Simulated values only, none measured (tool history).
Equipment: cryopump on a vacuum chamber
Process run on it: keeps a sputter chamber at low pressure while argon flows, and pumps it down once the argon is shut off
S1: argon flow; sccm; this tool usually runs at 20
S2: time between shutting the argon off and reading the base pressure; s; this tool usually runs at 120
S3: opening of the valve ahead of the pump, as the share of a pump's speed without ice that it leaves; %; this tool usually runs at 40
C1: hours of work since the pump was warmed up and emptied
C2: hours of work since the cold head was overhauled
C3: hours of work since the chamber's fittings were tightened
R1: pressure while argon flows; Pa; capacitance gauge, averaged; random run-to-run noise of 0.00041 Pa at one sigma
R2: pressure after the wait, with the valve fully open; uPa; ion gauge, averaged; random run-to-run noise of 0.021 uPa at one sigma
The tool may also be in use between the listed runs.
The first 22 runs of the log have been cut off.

| run | hour | S1 | S2 | S3 | C1 | C2 | C3 | R1 | R2 |
|---|---|---|---|---|---|---|---|---|---|
| 23 | 2088.4 | 22 | 37 | 40 | 422 | 2601 | 1403 | 0.0532 | 3.26 |
| 24 | 2187.2 | 11 | 227 | 19 | 494 | 2674 | 1476 | 0.0542 | 2.53 |
| 25 | 2252.1 | 30 | 21 | 40 | 542 | 2721 | 1523 | 0.0739 | 4.62 |
| 26 | 2342.1 | 30 | 21 | 40 | 608 | 2787 | 1590 | 0.0756 | 4.62 |
| 27 | 2443.8 | 30 | 21 | 40 | 683 | 2862 | 1664 | 0.0754 | 4.77 |
|  | 2473.5 | pump warmed up, emptied and cooled again |
| 28 | 2564.4 | 30 | 21 | 40 | 67 | 2947 | 1749 | 0.0678 | 4.43 |
|  | 2629.8 | leaking fittings of the chamber tightened, without venting |
| 29 | 2688.6 | 24 | 120 | 25 | 157 | 3037 | 43 | 0.0873 | 0.59 |
| 30 | 2794.4 | 20 | 289 | 40 | 235 | 3115 | 121 | 0.0463 | 0.49 |
| 31 | 2874.2 | 20 | 121 | 40 | 293 | 3174 | 180 | 0.0468 | 0.78 |
| 32 | 2948.9 | 13 | 224 | 24 | 348 | 3229 | 235 | 0.0505 | 0.7 |
| 33 | 3039.6 | 17 | 197 | 37 | 415 | 3295 | 301 | 0.0437 | 0.85 |
| 34 | 3159 | 28 | 120 | 21 | 503 | 3383 | 389 | 0.1251 | 1.13 |

Below are 4 alternative next runs, each starting from the tool's condition after run 34. Predict each:
| A | 3279.3 | 35 | 214 | 29 | 591 | 3472 | 478 | ? | ? |
| B | 3279.3 | 28 | 120 | 17 | 591 | 3472 | 478 | ? | ? |
| C | 3279.3 | 20 | 120 | 57 | 591 | 3472 | 478 | ? | ? |
| D | 3279.3 | 29 | 45 | 40 | 591 | 3472 | 478 | ? | ? |

| run | R1 | R2 |
|---|---|---|
| A | 0.1171 | 1.14 |
| B | 0.1539 | 1.27 |
| C | 0.0357 | 1.3 |
| D | 0.072 | 1.84 |
Without the tool's hidden state the same runs would have given:
| run | R1 | R2 |
|---|---|---|
| A | 0.1079 | 0.36 |
| B | 0.1466 | 0.5 |
| C | 0.0304 | 0.54 |
| D | 0.0643 | 1.09 |

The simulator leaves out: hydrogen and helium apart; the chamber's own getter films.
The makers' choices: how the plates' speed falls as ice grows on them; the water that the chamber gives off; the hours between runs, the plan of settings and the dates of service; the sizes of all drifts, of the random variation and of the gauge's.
